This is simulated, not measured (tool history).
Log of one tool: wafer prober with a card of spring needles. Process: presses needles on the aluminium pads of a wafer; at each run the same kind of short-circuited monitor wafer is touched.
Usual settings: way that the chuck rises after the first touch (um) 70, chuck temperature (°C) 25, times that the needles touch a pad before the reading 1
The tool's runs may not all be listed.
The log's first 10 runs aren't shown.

run	hour	way that the chuck rises after the first touch (um)	chuck temperature (°C)	times that the needles touch a pad before the reading	touches since the tips were cleaned	cleanings since the card got new needles	touches since the first contact's height was set	resistance of one needle with its contact and lead (mohm)	way that a needle slides on the pad (um)
# hour 165.1: tips cleaned on abrasive film
11	165.3	70	43	1	35	20	117558	227	18.22
# hour 184.6: tips cleaned on abrasive film
12	188.3	70	43	1	1043	21	124162	227	18.09
# hour 203.9: tips cleaned on abrasive film
13	205.8	72	43	1	546	22	129199	231	18.62
# hour 223.1: tips cleaned on abrasive film
14	226.7	72	43	1	1045	23	135197	233	18.48
15	238.5	70	25	1	4444	23	138596	227	18
# hour 242.6: tips cleaned on abrasive film
16	248.9	70	25	1	1806	24	141542	224	18.07
17	260.9	63	49	1	5292	24	145028	233	16.28
# hour 263.2: tips cleaned on abrasive film
18	274.2	70	25	1	3164	25	148816	226	18.18
# hour 283.2: tips cleaned on abrasive film
19	289.5	70	25	1	1826	26	153213	224	18.15
# hour 302.3: tips cleaned on abrasive film
20	306.3	75	30	1	1164	27	158013	225	19.31
# hour 321.8: tips cleaned on abrasive film
21	322.2	67	51	1	111	28	162558	232	17.36
22	334.7	70	88	1	3742	28	166189	242	18.15
# hour 341.8: tips cleaned on abrasive film
23	353.1	50	106	3	3273	29	171463	254	12.82
# hour 361.7: tips cleaned on abrasive film
24	375.1	50	106	3	3864	30	177752	253	12.89
# hour 381.2: tips cleaned on abrasive film
25	391.8	63	66	3	3045	31	182546	236	16.26
# hour 401.6: tips cleaned on abrasive film
26	405.9	63	66	3	1224	32	186577	237	16.29
27	416.3	63	66	3	4240	32	189593	237	16.23
# hour 421.4: tips cleaned on abrasive film
28	433.8	65	68	2	3580	33	194603	240	16.78
# hour 441.1: tips cleaned on abrasive film
29	445.4	65	68	2	1240	34	197917	234	16.9
30	456.9	59	44	2	4540	34	201217	235	15.25
# hour 460.8: tips cleaned on abrasive film
31	477.8	59	44	2	4898	35	207224	231	15.28
# hour 480: tips cleaned on abrasive film
32	489.3	59	44	2	2675	36	210499	232	15.26

Forecast each of these 3 alternatives for the next run:
# hour 500: tips cleaned on abrasive film
A	500	70	122	2	0	37	213570	?	?
# hour 500: tips cleaned on abrasive film
B	500	59	44	2	0	37	213570	?	?
# hour 500: tips cleaned on abrasive film
C	500	70	53	2	0	37	213570	?	?

run	resistance of one needle with its contact and lead (mohm)	way that a needle slides on the pad (um)
A	252	18.04
B	232	15.17
C	232	18.06
Without the tool's hidden state the same runs would have given:
run	resistance of one needle with its contact and lead (mohm)	way that a needle slides on the pad (um)
A	252	18.05
B	232	15.18
C	232	18.07
